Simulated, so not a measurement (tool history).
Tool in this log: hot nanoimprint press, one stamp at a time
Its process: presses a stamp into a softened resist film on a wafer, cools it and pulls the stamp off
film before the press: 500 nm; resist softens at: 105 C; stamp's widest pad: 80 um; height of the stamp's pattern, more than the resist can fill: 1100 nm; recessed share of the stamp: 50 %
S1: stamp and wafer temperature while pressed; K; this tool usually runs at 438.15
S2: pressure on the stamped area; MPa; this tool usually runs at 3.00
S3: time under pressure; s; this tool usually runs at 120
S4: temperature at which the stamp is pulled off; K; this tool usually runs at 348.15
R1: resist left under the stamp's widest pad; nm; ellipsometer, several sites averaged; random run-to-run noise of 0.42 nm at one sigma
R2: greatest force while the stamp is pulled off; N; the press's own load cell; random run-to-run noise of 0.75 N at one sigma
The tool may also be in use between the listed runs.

{"run": 1, "hour": 0.0, "S1": 438.15, "S2": 3.0, "S3": 120, "S4": 348.15, "R1": 257.7, "R2": 100.9}
{"run": 2, "hour": 6.0, "S1": 434.15, "S2": 3.0, "S3": 120, "S4": 348.15, "R1": 287.5, "R2": 102.0}
{"run": 3, "hour": 14.3, "S1": 434.15, "S2": 3.0, "S3": 120, "S4": 348.15, "R1": 287.9, "R2": 102.8}
{"run": 4, "hour": 20.6, "S1": 438.15, "S2": 3.0, "S3": 120, "S4": 356.15, "R1": 257.8, "R2": 78.6}
{"run": 5, "hour": 31.8, "S1": 438.15, "S2": 3.0, "S3": 120, "S4": 356.15, "R1": 257.6, "R2": 79.8}
{"run": 6, "hour": 39.5, "S1": 438.15, "S2": 3.0, "S3": 120, "S4": 348.15, "R1": 257.6, "R2": 105.5}
{"hour": 51.3, "done": "stamp cleaned and given a new release coat"}
{"run": 7, "hour": 51.7, "S1": 438.15, "S2": 3.0, "S3": 120, "S4": 348.15, "R1": 257.9, "R2": 96.9}
{"run": 8, "hour": 61.5, "S1": 438.15, "S2": 3.0, "S3": 120, "S4": 348.15, "R1": 257.2, "R2": 97.0}
{"run": 9, "hour": 73.8, "S1": 438.15, "S2": 3.0, "S3": 120, "S4": 348.15, "R1": 257.4, "R2": 98.4}
{"hour": 77.4, "done": "plate thermocouple calibrated"}
{"run": 10, "hour": 89.6, "S1": 438.15, "S2": 3.0, "S3": 120, "S4": 348.15, "R1": 257.1, "R2": 98.8}
{"run": 11, "hour": 98.5, "S1": 438.15, "S2": 3.0, "S3": 120, "S4": 348.15, "R1": 257.2, "R2": 100.7}
{"run": 12, "hour": 112.4, "S1": 442.15, "S2": 3.0, "S3": 120, "S4": 348.15, "R1": 229.9, "R2": 101.7}
{"run": 13, "hour": 122.0, "S1": 429.15, "S2": 4.64, "S3": 120, "S4": 348.15, "R1": 267.9, "R2": 101.6}
{"run": 14, "hour": 128.6, "S1": 444.15, "S2": 2.28, "S3": 120, "S4": 348.15, "R1": 252.2, "R2": 104.8}
{"run": 15, "hour": 138.2, "S1": 444.15, "S2": 2.28, "S3": 120, "S4": 348.15, "R1": 252.8, "R2": 104.0}
{"run": 16, "hour": 145.3, "S1": 444.15, "S2": 2.28, "S3": 120, "S4": 348.15, "R1": 252.0, "R2": 105.1}
{"hour": 156.9, "done": "stamp cleaned and given a new release coat"}
{"hour": 161.6, "done": "plate thermocouple calibrated, once more"}
{"run": 17, "hour": 163.9, "S1": 444.15, "S2": 2.28, "S3": 120, "S4": 348.15, "R1": 256.0, "R2": 96.8}
{"run": 18, "hour": 173.3, "S1": 444.15, "S2": 2.28, "S3": 120, "S4": 348.15, "R1": 255.4, "R2": 96.7}
{"run": 19, "hour": 185.4, "S1": 444.15, "S2": 2.28, "S3": 120, "S4": 348.15, "R1": 255.3, "R2": 99.1}
{"run": 20, "hour": 191.8, "S1": 444.15, "S2": 2.28, "S3": 120, "S4": 348.15, "R1": 255.1, "R2": 99.4}

5 options for the next run, each taken on its own from the tool as it stands now. Forecast them:
{"run": "A", "hour": 203.0, "S1": 442.15, "S2": 3.0, "S3": 120, "S4": 348.15, "R1": "?", "R2": "?"}
{"run": "B", "hour": 203.0, "S1": 427.15, "S2": 2.67, "S3": 120, "S4": 348.15, "R1": "?", "R2": "?"}
{"run": "C", "hour": 203.0, "S1": 432.15, "S2": 2.07, "S3": 120, "S4": 348.15, "R1": "?", "R2": "?"}
{"run": "D", "hour": 203.0, "S1": 426.15, "S2": 2.28, "S3": 120, "S4": 347.15, "R1": "?", "R2": "?"}
{"run": "E", "hour": 203.0, "S1": 444.15, "S2": 2.28, "S3": 120, "S4": 340.15, "R1": "?", "R2": "?"}

run=A R1=232.2 R2=101.8
run=B R1=363.4 R2=102.5
run=C R1=356.9 R2=101.2
run=D R1=392.2 R2=103.3
run=E R1=255.2 R2=124.5
Stripped of hidden state, with their random variation kept, the same runs would have yielded:
run=A R1=233.1 R2=98.0
run=B R1=365.1 R2=98.7
run=C R1=358.7 R2=97.4
run=D R1=393.9 R2=99.4
run=E R1=256.4 R2=119.5

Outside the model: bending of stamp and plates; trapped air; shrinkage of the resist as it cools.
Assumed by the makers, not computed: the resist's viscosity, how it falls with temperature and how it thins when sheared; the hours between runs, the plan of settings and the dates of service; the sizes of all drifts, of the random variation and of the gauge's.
